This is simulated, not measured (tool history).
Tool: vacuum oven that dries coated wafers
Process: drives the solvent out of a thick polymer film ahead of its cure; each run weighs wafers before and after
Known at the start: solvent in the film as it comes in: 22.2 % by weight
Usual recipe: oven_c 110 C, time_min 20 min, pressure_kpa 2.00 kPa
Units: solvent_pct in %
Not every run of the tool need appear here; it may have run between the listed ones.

run 1 hour=0.0 | oven_c=110 time_min=20 pressure_kpa=2.00 | solvent_pct=2.66
run 2 hour=21.1 | oven_c=110 time_min=20 pressure_kpa=2.00 | solvent_pct=2.68
run 3 hour=41.7 | oven_c=110 time_min=20 pressure_kpa=2.00 | solvent_pct=2.65
run 4 hour=61.0 | oven_c=110 time_min=20 pressure_kpa=2.00 | solvent_pct=2.66
run 5 hour=75.1 | oven_c=110 time_min=31 pressure_kpa=2.00 | solvent_pct=2.26
run 6 hour=90.1 | oven_c=110 time_min=20 pressure_kpa=2.00 | solvent_pct=2.67
-- hour=93.6 oven's thermocouples calibrated
run 7 hour=104.5 | oven_c=110 time_min=20 pressure_kpa=2.00 | solvent_pct=2.63
run 8 hour=127.2 | oven_c=110 time_min=30 pressure_kpa=2.00 | solvent_pct=2.23
run 9 hour=147.6 | oven_c=110 time_min=30 pressure_kpa=2.00 | solvent_pct=2.25
-- hour=152.2 oven's thermocouples calibrated, once more
run 10 hour=162.7 | oven_c=99 time_min=20 pressure_kpa=2.00 | solvent_pct=6.19
run 11 hour=184.9 | oven_c=110 time_min=20 pressure_kpa=1.50 | solvent_pct=2.27
run 12 hour=205.0 | oven_c=110 time_min=20 pressure_kpa=1.50 | solvent_pct=2.24
run 13 hour=215.7 | oven_c=110 time_min=20 pressure_kpa=1.50 | solvent_pct=2.26
run 14 hour=234.1 | oven_c=101 time_min=12 pressure_kpa=7.00 | solvent_pct=13.51
run 15 hour=256.6 | oven_c=117 time_min=25 pressure_kpa=4.69 | solvent_pct=4.13

Predict each of these 3 candidate next runs independently; none follows another, all start after run 15:
run A hour=269.5 | oven_c=110 time_min=26 pressure_kpa=2.57 | solvent_pct=?
run B hour=269.5 | oven_c=117 time_min=21 pressure_kpa=2.12 | solvent_pct=?
run C hour=269.5 | oven_c=116 time_min=13 pressure_kpa=5.55 | solvent_pct=?

run=A solvent_pct=3.05
run=B solvent_pct=1.92
run=C solvent_pct=5.51
Stripped of hidden state, with their random variation kept, the same runs would have yielded:
run=A solvent_pct=2.93
run=B solvent_pct=1.84
run=C solvent_pct=5.40
